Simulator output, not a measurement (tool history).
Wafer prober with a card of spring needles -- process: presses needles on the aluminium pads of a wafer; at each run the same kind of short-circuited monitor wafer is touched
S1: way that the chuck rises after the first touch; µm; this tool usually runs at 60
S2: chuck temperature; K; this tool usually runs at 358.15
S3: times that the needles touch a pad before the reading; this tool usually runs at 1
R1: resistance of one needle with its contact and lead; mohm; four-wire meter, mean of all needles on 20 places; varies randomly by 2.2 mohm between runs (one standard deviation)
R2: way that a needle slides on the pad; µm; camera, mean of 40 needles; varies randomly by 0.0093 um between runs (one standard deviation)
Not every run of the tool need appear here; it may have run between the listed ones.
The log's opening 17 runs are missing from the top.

run   hour  S1      S2  S3   R1      R2
 18  263.3  60  358.15   1  377    9.19
     266.6  -- tips cleaned on abrasive film
 19  275.9  60  358.15   1  314   9.172
 20  289.3  76  318.15   1  308   11.67
 21  300.4  76  318.15   1  321  11.671
     304.5  -- tips cleaned on abrasive film
 22  319.6  68  301.15   2  279  10.401
 23    334  45  335.15   2  376   6.845
     342.5  -- tips cleaned on abrasive film
 24  354.5  56  300.15   2  286   8.536
 25  374.3  43  358.15   2  400   6.521
     381.3  -- tips cleaned on abrasive film
 26  385.3  77  298.15   2  240  11.787
 27  402.4  77  298.15   2  271  11.777
 28  411.4  47  302.15   1  451   7.122
     420.5  -- tips cleaned on abrasive film
 29  432.7  69  358.15   3  265  10.521
     444.1  -- height of the first contact set anew
 30  448.4  41  354.15   2  400    6.36
     458.8  -- tips cleaned on abrasive film
 31  465.2  73  360.15   2  264  11.322
 32  484.4  73  320.15   2  285  11.336
     497.4  -- tips cleaned on abrasive film
 33  501.1  73  320.15   2  246  11.299
 34  520.9  73  320.15   2  281  11.304

Here are 4 independent what-if runs from the current tool condition. What would each one return?
  A  532.6  45  358.15   1   ?   ?
  B  532.6  76  358.15   1   ?   ?
  C  532.6  78  320.15   2   ?   ?
  D  532.6  69  306.15   3   ?   ?

run   R1      R2
  A  464   6.948
  B  321  11.768
  C  286  12.073
  D  270  10.675
The same runs, with their run-to-run variation unchanged, on a tool lacking any hidden condition would have given:
run   R1      R2
  A  245   6.979
  B  238  11.799
  C  233  12.104
  D  230  10.705

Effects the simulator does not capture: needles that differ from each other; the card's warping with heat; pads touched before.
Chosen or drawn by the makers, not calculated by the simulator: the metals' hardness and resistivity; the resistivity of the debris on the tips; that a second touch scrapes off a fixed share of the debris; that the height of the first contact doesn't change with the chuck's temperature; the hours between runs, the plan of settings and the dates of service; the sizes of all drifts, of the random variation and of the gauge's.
